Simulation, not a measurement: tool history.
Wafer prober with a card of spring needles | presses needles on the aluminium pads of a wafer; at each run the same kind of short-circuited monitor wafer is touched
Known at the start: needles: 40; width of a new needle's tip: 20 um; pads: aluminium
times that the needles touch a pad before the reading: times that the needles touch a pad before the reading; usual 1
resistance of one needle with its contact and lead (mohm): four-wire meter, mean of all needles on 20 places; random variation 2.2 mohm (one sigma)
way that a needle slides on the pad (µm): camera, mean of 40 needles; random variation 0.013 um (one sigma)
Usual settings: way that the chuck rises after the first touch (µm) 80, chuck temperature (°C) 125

run	hour	way that the chuck rises after the first touch (µm)	chuck temperature (°C)	times that the needles touch a pad before the reading	resistance of one needle with its contact and lead (mohm)	way that a needle slides on the pad (µm)
1	0	80	125	1	240	11.45
# hour 19.5: tips cleaned on abrasive film
2	26.5	80	125	1	239	11.47
# hour 40.9: tips cleaned on abrasive film
3	48.9	80	125	1	238	11.45
# hour 64.4: tips cleaned on abrasive film
# hour 85.9: tips cleaned on abrasive film
4	87.5	80	125	1	240	11.46
# hour 107.7: tips cleaned on abrasive film
5	115	80	70	1	226	11.44
# hour 131.7: tips cleaned on abrasive film
6	142.7	80	70	1	230	11.41
# hour 155.8: tips cleaned on abrasive film
# hour 165.4: height of the first contact set anew
7	169.6	80	74	1	228	11.45
# hour 181.5: tips cleaned on abrasive film
8	198.9	80	69	2	227	11.47
# hour 203.8: tips cleaned on abrasive film
9	223.4	63	125	1	242	9.01
# hour 227.1: tips cleaned on abrasive film
10	245.6	83	125	3	241	11.89
# hour 251.9: tips cleaned on abrasive film
11	266.4	97	96	1	232	13.88
# hour 276.1: tips cleaned on abrasive film
# hour 298.6: tips cleaned on abrasive film
12	300.6	91	34	2	218	13.04
# hour 320.2: tips cleaned on abrasive film
13	320.2	96	41	1	221	13.76
# hour 343.9: tips cleaned on abrasive film
14	352.7	96	27	2	217	13.74

Forecast each of these 4 alternatives for the next run:
# hour 368.8: tips cleaned on abrasive film
# hour 392.7: tips cleaned on abrasive film
A	393.7	80	125	2	?	?
# hour 368.8: tips cleaned on abrasive film
# hour 392.7: tips cleaned on abrasive film
B	393.7	96	98	2	?	?
# hour 368.8: tips cleaned on abrasive film
# hour 392.7: tips cleaned on abrasive film
C	393.7	96	38	2	?	?
# hour 368.8: tips cleaned on abrasive film
# hour 392.7: tips cleaned on abrasive film
D	393.7	84	72	1	?	?

run	resistance of one needle with its contact and lead (mohm)	way that a needle slides on the pad (µm)
A	238	11.41
B	231	13.77
C	215	13.75
D	227	12.01
Without the tool's hidden state the same runs would have given:
run	resistance of one needle with its contact and lead (mohm)	way that a needle slides on the pad (µm)
A	238	11.42
B	231	13.77
C	215	13.75
D	227	12.01

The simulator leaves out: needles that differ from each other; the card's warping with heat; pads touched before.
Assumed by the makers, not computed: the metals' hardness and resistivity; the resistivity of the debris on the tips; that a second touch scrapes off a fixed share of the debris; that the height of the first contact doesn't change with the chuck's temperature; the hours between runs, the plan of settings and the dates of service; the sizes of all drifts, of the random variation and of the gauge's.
